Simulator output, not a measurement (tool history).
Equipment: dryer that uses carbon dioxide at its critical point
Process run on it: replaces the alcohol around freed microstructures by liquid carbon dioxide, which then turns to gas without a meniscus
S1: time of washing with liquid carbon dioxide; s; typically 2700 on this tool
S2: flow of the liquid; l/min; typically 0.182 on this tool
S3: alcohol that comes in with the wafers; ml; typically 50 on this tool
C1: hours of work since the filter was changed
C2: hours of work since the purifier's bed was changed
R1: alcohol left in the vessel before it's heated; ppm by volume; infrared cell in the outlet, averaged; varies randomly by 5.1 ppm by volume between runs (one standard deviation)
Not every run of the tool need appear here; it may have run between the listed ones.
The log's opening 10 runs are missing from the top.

{"run": 11, "hour": 127.8, "S1": 2700, "S2": 0.113, "S3": 50, "C1": 217, "C2": 132, "R1": 1129}
{"run": 12, "hour": 141.0, "S1": 2700, "S2": 0.113, "S3": 50, "C1": 226, "C2": 141, "R1": 1134}
{"run": 13, "hour": 155.5, "S1": 2700, "S2": 0.113, "S3": 50, "C1": 237, "C2": 151, "R1": 1114}
{"run": 14, "hour": 163.7, "S1": 2700, "S2": 0.113, "S3": 50, "C1": 242, "C2": 157, "R1": 1153}
{"run": 15, "hour": 175.4, "S1": 3480, "S2": 0.182, "S3": 50, "C1": 250, "C2": 165, "R1": 56}
{"run": 16, "hour": 193.1, "S1": 3480, "S2": 0.182, "S3": 50, "C1": 263, "C2": 177, "R1": 68}
{"run": 17, "hour": 207.5, "S1": 2700, "S2": 0.182, "S3": 50, "C1": 273, "C2": 187, "R1": 167}
{"run": 18, "hour": 220.7, "S1": 2700, "S2": 0.185, "S3": 50, "C1": 282, "C2": 196, "R1": 154}
{"run": 19, "hour": 235.3, "S1": 2700, "S2": 0.185, "S3": 50, "C1": 292, "C2": 207, "R1": 161}
{"run": 20, "hour": 253.1, "S1": 2700, "S2": 0.182, "S3": 28, "C1": 305, "C2": 219, "R1": 113}
{"run": 21, "hour": 269.3, "S1": 2700, "S2": 0.182, "S3": 28, "C1": 316, "C2": 230, "R1": 132}
{"run": 22, "hour": 281.9, "S1": 1920, "S2": 0.182, "S3": 28, "C1": 325, "C2": 239, "R1": 463}
{"run": 23, "hour": 289.6, "S1": 1920, "S2": 0.182, "S3": 28, "C1": 330, "C2": 244, "R1": 476}
{"run": 24, "hour": 298.2, "S1": 2760, "S2": 0.125, "S3": 101, "C1": 336, "C2": 250, "R1": 1640}
{"run": 25, "hour": 311.7, "S1": 2640, "S2": 0.273, "S3": 70, "C1": 345, "C2": 260, "R1": 82}
{"run": 26, "hour": 327.9, "S1": 2640, "S2": 0.273, "S3": 70, "C1": 357, "C2": 271, "R1": 70}
{"run": 27, "hour": 343.8, "S1": 1860, "S2": 0.182, "S3": 78, "C1": 368, "C2": 282, "R1": 1487}

Run 28 is up next; what results do you expect?
{"hour": 347.3, "done": "inlet filter changed"}
{"run": 28, "hour": 359.7, "S1": 2640, "S2": 0.182, "S3": 50, "C1": 9, "C2": 293, "R1": "?"}

R1: 143 ppm by volume
Take away the tool's hidden state, keep the run-to-run variation as it was, and the same run would have given R1 83 ppm by volume.

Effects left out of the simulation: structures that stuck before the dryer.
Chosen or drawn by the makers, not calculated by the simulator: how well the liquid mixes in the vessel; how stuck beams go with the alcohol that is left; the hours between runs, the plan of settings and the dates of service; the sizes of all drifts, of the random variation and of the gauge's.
